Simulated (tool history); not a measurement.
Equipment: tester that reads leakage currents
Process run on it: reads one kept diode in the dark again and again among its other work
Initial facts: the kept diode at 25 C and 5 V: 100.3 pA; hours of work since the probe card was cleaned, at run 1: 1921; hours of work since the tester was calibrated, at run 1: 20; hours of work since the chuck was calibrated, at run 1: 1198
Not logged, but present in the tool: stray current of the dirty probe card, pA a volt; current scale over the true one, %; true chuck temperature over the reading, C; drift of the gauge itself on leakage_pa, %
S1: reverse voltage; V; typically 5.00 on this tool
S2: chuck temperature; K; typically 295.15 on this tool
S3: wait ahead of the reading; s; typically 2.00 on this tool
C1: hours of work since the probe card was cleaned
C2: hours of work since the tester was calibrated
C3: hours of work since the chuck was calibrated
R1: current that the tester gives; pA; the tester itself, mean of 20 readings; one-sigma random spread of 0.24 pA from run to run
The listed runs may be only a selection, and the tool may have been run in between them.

run,hour,S1,S2,S3,C1,C2,C3,R1
1,0.0,5.00,295.15,2.00,1921,20,1198,79.84
2,173.6,5.00,299.15,2.00,2027,126,1305,109.71
3,321.5,5.00,295.15,2.00,2118,217,1395,79.58
# hour 481.7: chuck's temperature calibrated
4,529.9,5.00,295.15,2.00,2244,344,30,84.26
5,728.8,1.75,295.15,2.00,2366,466,151,56.07
6,883.2,1.75,295.15,2.00,2461,560,246,55.67
# hour 999.4: probe card cleaned and baked
7,1032.5,5.00,331.15,2.00,20,650,336,1264.99
8,1208.7,5.00,331.15,2.00,128,758,444,1250.78
9,1391.2,8.05,295.15,2.00,240,870,556,91.67
10,1569.9,8.05,295.15,2.00,350,979,665,92.02
11,1713.7,8.05,295.15,2.00,438,1067,753,91.08
12,1850.6,5.00,323.15,4.18,522,1151,837,701.85
13,1974.7,5.70,298.15,2.00,598,1227,913,103.36
14,2164.7,1.71,296.15,0.33,714,1344,1030,57.49

Run by run, hidden condition taken away, random variation retained:
run,R1
1,78.16
2,109.59
3,78.21
4,77.99
5,53.96
6,53.74
7,1276.36
8,1267.25
9,92.61
10,93.00
11,92.08
12,723.11
13,105.74
14,59.56

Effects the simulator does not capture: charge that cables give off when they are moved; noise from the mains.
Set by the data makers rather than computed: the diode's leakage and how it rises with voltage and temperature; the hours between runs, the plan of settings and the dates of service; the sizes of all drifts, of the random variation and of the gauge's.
